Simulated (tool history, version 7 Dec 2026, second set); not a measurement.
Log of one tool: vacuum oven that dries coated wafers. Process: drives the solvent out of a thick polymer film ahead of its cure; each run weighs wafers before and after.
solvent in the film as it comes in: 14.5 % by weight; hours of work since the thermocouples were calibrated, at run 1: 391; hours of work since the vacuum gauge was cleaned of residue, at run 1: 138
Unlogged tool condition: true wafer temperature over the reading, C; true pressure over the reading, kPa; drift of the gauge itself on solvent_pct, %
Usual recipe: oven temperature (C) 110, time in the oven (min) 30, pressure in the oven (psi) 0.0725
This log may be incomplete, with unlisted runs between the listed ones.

| run | day | oven temperature (C) | time in the oven (min) | pressure in the oven (psi) | hours of work since the thermocouples were calibrated | hours of work since the vacuum gauge was cleaned of residue | solvent left in the film (%) |
|---|---|---|---|---|---|---|---|
| 1 | 0.000 | 110 | 30 | 0.0725 | 391 | 138 | 2.22 |
| 2 | 0.483 | 110 | 30 | 0.0725 | 396 | 143 | 2.23 |
| 3 | 1.008 | 110 | 30 | 0.1213 | 401 | 148 | 2.30 |
| 4 | 1.608 | 110 | 30 | 0.1213 | 408 | 154 | 2.25 |
| 5 | 1.975 | 110 | 30 | 0.0725 | 411 | 158 | 2.21 |
| 6 | 2.317 | 110 | 30 | 0.0764 | 415 | 161 | 2.22 |
| 7 | 2.700 | 110 | 38 | 0.0764 | 419 | 165 | 1.49 |
| 8 | 3.088 | 110 | 38 | 0.0764 | 423 | 169 | 1.46 |
| 9 | 3.808 | 120 | 30 | 0.0725 | 430 | 177 | 0.68 |
| 10 | 4.467 | 110 | 30 | 0.0725 | 437 | 184 | 2.13 |
| 11 | 4.879 | 110 | 30 | 0.0725 | 441 | 188 | 2.21 |
| 12 | 5.571 | 110 | 30 | 0.0725 | 448 | 195 | 2.23 |
| 13 | 6.333 | 110 | 30 | 0.0725 | 456 | 203 | 2.15 |
| 14 | 6.825 | 110 | 30 | 0.0725 | 461 | 208 | 2.21 |
| 15 | 7.333 | 108 | 30 | 0.0725 | 466 | 213 | 2.66 |
| 16 | 7.892 | 110 | 30 | 0.0725 | 472 | 219 | 2.24 |
| 17 | 8.242 | 110 | 30 | 0.0725 | 475 | 222 | 2.22 |
| 18 | 8.771 | 110 | 30 | 0.0725 | 481 | 228 | 2.21 |
| 19 | 9.175 | 110 | 30 | 0.0725 | 485 | 232 | 2.23 |
| 20 | 9.958 | 110 | 30 | 0.0725 | 493 | 240 | 2.22 |
| 21 | 10.762 | 113 | 52 | 0.0725 | 501 | 248 | 0.45 |
| 22 | 11.550 | 112 | 30 | 0.1079 | 509 | 256 | 1.90 |
| 23 | 12.179 | 112 | 30 | 0.1079 | 516 | 262 | 1.87 |
| 24 | 12.596 | 110 | 30 | 0.0988 | 520 | 267 | 2.23 |
| 25 | 13.329 | 124 | 40 | 0.1214 | 528 | 274 | 0.24 |
| 26 | 14.042 | 124 | 40 | 0.1214 | 535 | 282 | 0.32 |
| 27 | 14.575 | 124 | 40 | 0.1214 | 540 | 287 | 0.25 |
| 28 | 14.971 | 110 | 49 | 0.1214 | 544 | 291 | 0.92 |
| 29 | 15.325 | 110 | 49 | 0.1214 | 548 | 295 | 0.93 |
| 30 | 15.983 | 119 | 24 | 0.2142 | 555 | 301 | 1.47 |
| 31 | 16.779 | 123 | 39 | 0.1877 | 563 | 310 | 0.35 |
| 32 | 17.425 | 110 | 30 | 0.2895 | 570 | 316 | 2.62 |
| 33 | 17.975 | 115 | 23 | 0.2609 | 575 | 322 | 2.43 |
| 34 | 18.571 | 122 | 33 | 0.0725 | 581 | 328 | 0.36 |
| 35 | 18.979 | 122 | 18 | 0.1474 | 585 | 332 | 1.72 |
| 36 | 19.488 | 122 | 18 | 0.1474 | 591 | 337 | 1.74 |
| 37 | 19.925 | 114 | 22 | 0.1139 | 595 | 342 | 2.56 |
| 38 | 20.500 | 102 | 19 | 0.0937 | 601 | 348 | 6.12 |
| 39 | 20.983 | 105 | 30 | 0.0725 | 606 | 353 | 3.41 |
| 40 | 21.675 | 105 | 30 | 0.0725 | 613 | 360 | 3.39 |

Same runs, no hidden state in the tool, same run-to-run variation:
| run | solvent left in the film (%) |
|---|---|
| 1 | 2.11 |
| 2 | 2.12 |
| 3 | 2.19 |
| 4 | 2.14 |
| 5 | 2.09 |
| 6 | 2.11 |
| 7 | 1.40 |
| 8 | 1.36 |
| 9 | 0.62 |
| 10 | 2.01 |
| 11 | 2.09 |
| 12 | 2.11 |
| 13 | 2.03 |
| 14 | 2.09 |
| 15 | 2.52 |
| 16 | 2.11 |
| 17 | 2.09 |
| 18 | 2.07 |
| 19 | 2.10 |
| 20 | 2.08 |
| 21 | 0.40 |
| 22 | 1.77 |
| 23 | 1.74 |
| 24 | 2.08 |
| 25 | 0.22 |
| 26 | 0.30 |
| 27 | 0.22 |
| 28 | 0.83 |
| 29 | 0.84 |
| 30 | 1.36 |
| 31 | 0.32 |
| 32 | 2.46 |
| 33 | 2.27 |
| 34 | 0.31 |
| 35 | 1.60 |
| 36 | 1.61 |
| 37 | 2.40 |
| 38 | 5.93 |
| 39 | 3.21 |
| 40 | 3.19 |
